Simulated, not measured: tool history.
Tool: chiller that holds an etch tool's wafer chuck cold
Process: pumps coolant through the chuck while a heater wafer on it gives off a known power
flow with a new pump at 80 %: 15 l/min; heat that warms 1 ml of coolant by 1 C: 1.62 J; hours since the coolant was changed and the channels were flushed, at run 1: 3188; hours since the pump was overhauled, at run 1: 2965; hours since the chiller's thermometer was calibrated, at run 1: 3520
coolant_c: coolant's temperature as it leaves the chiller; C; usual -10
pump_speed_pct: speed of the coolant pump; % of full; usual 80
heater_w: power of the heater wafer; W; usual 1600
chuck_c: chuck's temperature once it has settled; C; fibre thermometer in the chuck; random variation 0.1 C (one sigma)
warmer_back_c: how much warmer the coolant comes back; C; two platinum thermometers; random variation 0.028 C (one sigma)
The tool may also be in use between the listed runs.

| run | hour | coolant_c | pump_speed_pct | heater_w | hours since the coolant was changed and the channels were flushed | hours since the pump was overhauled | hours since the chiller's thermometer was calibrated | chuck_c | warmer_back_c |
|---|---|---|---|---|---|---|---|---|---|
| 1 | 0.0 | -10 | 80 | 1600 | 3188 | 2965 | 3520 | 2.1 | 3.94 |
|  | 27.6 | chiller's thermometer calibrated |
| 2 | 118.8 | -10 | 80 | 1339 | 3306 | 3083 | 91 | 0.1 | 3.30 |
| 3 | 226.1 | -10 | 81 | 1600 | 3414 | 3190 | 198 | 1.7 | 3.83 |
| 4 | 324.8 | -10 | 81 | 1600 | 3512 | 3289 | 297 | 2.0 | 3.83 |
| 5 | 401.0 | -10 | 81 | 1600 | 3588 | 3365 | 373 | 1.9 | 3.81 |
| 6 | 509.7 | -10 | 81 | 1600 | 3697 | 3473 | 482 | 2.0 | 3.80 |
| 7 | 594.3 | -1 | 81 | 1600 | 3782 | 3558 | 567 | 11.0 | 3.78 |
| 8 | 720.1 | -1 | 81 | 1600 | 3908 | 3684 | 693 | 11.1 | 3.78 |
|  | 822.2 | coolant changed, channels flushed |
| 9 | 849.8 | -1 | 81 | 1600 | 28 | 3808 | 816 | 11.0 | 3.79 |
| 10 | 952.8 | -8 | 64 | 1058 | 131 | 3911 | 919 | 0.9 | 3.09 |

Hidden state at the last listed run before each entry between runs and at the first one after, where it differs:
Between runs 1 and 2: chiller's thermometer calibrated (hour 27.6)
  drift of the gauge itself on warmer_back_c, C: 0 -> -0.02
  measured less the result without the state, warmer_back_c: +0.00 -> -0.02 C
Between runs 8 and 9: coolant changed, channels flushed (hour 822.2)
  heat passed by the chuck's channels, % of clean ones': 99.8 -> 100; drift of the gauge itself on warmer_back_c, C: -0.1 -> -0.11
  measured less the result without the state, warmer_back_c: -0.10 -> -0.11 C

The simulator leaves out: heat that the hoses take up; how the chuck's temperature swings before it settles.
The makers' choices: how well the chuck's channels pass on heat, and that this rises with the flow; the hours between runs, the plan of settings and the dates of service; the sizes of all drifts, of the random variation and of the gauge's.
